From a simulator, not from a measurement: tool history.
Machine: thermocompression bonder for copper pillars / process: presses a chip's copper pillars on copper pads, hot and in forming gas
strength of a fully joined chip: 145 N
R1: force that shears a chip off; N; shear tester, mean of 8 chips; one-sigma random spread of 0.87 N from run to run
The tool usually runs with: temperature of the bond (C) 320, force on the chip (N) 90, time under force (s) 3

run 1 hour=0 | temperature_of_the_bond_(C)=320 force_on_the_chip_(N)=90 time_under_force_(s)=3 | R1=71
run 2 hour=20 | temperature_of_the_bond_(C)=320 force_on_the_chip_(N)=90 time_under_force_(s)=3 | R1=70.6
run 3 hour=37.5 | temperature_of_the_bond_(C)=320 force_on_the_chip_(N)=90 time_under_force_(s)=3 | R1=69.4
run 4 hour=53.8 | temperature_of_the_bond_(C)=320 force_on_the_chip_(N)=90 time_under_force_(s)=3 | R1=70.3
run 5 hour=68.1 | temperature_of_the_bond_(C)=320 force_on_the_chip_(N)=90 time_under_force_(s)=3 | R1=70.2
run 6 hour=84.5 | temperature_of_the_bond_(C)=320 force_on_the_chip_(N)=90 time_under_force_(s)=3 | R1=69.5
run 7 hour=103.1 | temperature_of_the_bond_(C)=320 force_on_the_chip_(N)=90 time_under_force_(s)=3 | R1=70.7
run 8 hour=118.1 | temperature_of_the_bond_(C)=320 force_on_the_chip_(N)=87 time_under_force_(s)=3 | R1=69.1
run 9 hour=130.1 | temperature_of_the_bond_(C)=320 force_on_the_chip_(N)=87 time_under_force_(s)=3 | R1=68.5
run 10 hour=148.6 | temperature_of_the_bond_(C)=320 force_on_the_chip_(N)=90 time_under_force_(s)=3 | R1=70.3
run 11 hour=164 | temperature_of_the_bond_(C)=320 force_on_the_chip_(N)=90 time_under_force_(s)=3 | R1=71.1
run 12 hour=183.8 | temperature_of_the_bond_(C)=348 force_on_the_chip_(N)=90 time_under_force_(s)=3 | R1=94.1
run 13 hour=203.4 | temperature_of_the_bond_(C)=320 force_on_the_chip_(N)=90 time_under_force_(s)=3 | R1=69.7
run 14 hour=219.5 | temperature_of_the_bond_(C)=324 force_on_the_chip_(N)=90 time_under_force_(s)=3 | R1=73.7
run 15 hour=236.7 | temperature_of_the_bond_(C)=324 force_on_the_chip_(N)=90 time_under_force_(s)=3 | R1=73.6
run 16 hour=255.6 | temperature_of_the_bond_(C)=311 force_on_the_chip_(N)=90 time_under_force_(s)=3 | R1=63.2
run 17 hour=269 | temperature_of_the_bond_(C)=320 force_on_the_chip_(N)=123 time_under_force_(s)=3 | R1=89.3
run 18 hour=285.1 | temperature_of_the_bond_(C)=320 force_on_the_chip_(N)=123 time_under_force_(s)=3 | R1=91
run 19 hour=303.7 | temperature_of_the_bond_(C)=320 force_on_the_chip_(N)=123 time_under_force_(s)=3 | R1=92.2
run 20 hour=318.2 | temperature_of_the_bond_(C)=320 force_on_the_chip_(N)=123 time_under_force_(s)=3 | R1=92.5
run 21 hour=329.7 | temperature_of_the_bond_(C)=320 force_on_the_chip_(N)=123 time_under_force_(s)=3 | R1=91
run 22 hour=349.4 | temperature_of_the_bond_(C)=308 force_on_the_chip_(N)=134 time_under_force_(s)=3 | R1=85.7
run 23 hour=362.8 | temperature_of_the_bond_(C)=339 force_on_the_chip_(N)=134 time_under_force_(s)=3 | R1=111.1
run 24 hour=380.1 | temperature_of_the_bond_(C)=333 force_on_the_chip_(N)=103 time_under_force_(s)=2 | R1=82.6
run 25 hour=393.2 | temperature_of_the_bond_(C)=344 force_on_the_chip_(N)=119 time_under_force_(s)=8 | R1=132.6
run 26 hour=402.1 | temperature_of_the_bond_(C)=320 force_on_the_chip_(N)=90 time_under_force_(s)=8 | R1=97.7
run 27 hour=416.9 | temperature_of_the_bond_(C)=320 force_on_the_chip_(N)=90 time_under_force_(s)=3 | R1=72.7
run 28 hour=435.4 | temperature_of_the_bond_(C)=321 force_on_the_chip_(N)=65 time_under_force_(s)=3 | R1=54.9
run 29 hour=448.9 | temperature_of_the_bond_(C)=304 force_on_the_chip_(N)=87 time_under_force_(s)=2 | R1=49.3
run 30 hour=458.4 | temperature_of_the_bond_(C)=304 force_on_the_chip_(N)=87 time_under_force_(s)=2 | R1=48
run 31 hour=473.1 | temperature_of_the_bond_(C)=346 force_on_the_chip_(N)=112 time_under_force_(s)=4 | R1=116.1
run 32 hour=487.3 | temperature_of_the_bond_(C)=308 force_on_the_chip_(N)=71 time_under_force_(s)=3 | R1=50.8
run 33 hour=503.9 | temperature_of_the_bond_(C)=320 force_on_the_chip_(N)=93 time_under_force_(s)=3 | R1=75
run 34 hour=519.5 | temperature_of_the_bond_(C)=320 force_on_the_chip_(N)=93 time_under_force_(s)=3 | R1=72.7
run 35 hour=535.1 | temperature_of_the_bond_(C)=346 force_on_the_chip_(N)=76 time_under_force_(s)=3 | R1=83.3
run 36 hour=549.8 | temperature_of_the_bond_(C)=297 force_on_the_chip_(N)=103 time_under_force_(s)=8 | R1=85.1
run 37 hour=561 | temperature_of_the_bond_(C)=297 force_on_the_chip_(N)=103 time_under_force_(s)=8 | R1=85
run 38 hour=577.9 | temperature_of_the_bond_(C)=305 force_on_the_chip_(N)=90 time_under_force_(s)=4 | R1=66.4
run 39 hour=596.2 | temperature_of_the_bond_(C)=317 force_on_the_chip_(N)=58 time_under_force_(s)=5 | R1=57.4

Not shown here: 2 entries made in the log between runs. Locate each between two listed runs and compare the hidden state at the listed run before it with the hidden state at the listed run after it:
Between runs 17 and 18: forming gas filter changed (hour 273.1)
  true temperature of the bond over the reading, C: -0.8 -> -0.7; force that reaches the chip, % of what is set: 101.7 -> 101.8; oxide that the forming gas leaves, % of the face: 2.85 -> 0.61
  measured result minus the result with no hidden state, R1: -1.7 -> +0.4 N
Between runs 35 and 36: forming gas filter changed (hour 545.9)
  oxide that the forming gas leaves, % of the face: 2.79 -> 0.71
  measured result minus the result with no hidden state, R1: -0.2 -> +1.7 N

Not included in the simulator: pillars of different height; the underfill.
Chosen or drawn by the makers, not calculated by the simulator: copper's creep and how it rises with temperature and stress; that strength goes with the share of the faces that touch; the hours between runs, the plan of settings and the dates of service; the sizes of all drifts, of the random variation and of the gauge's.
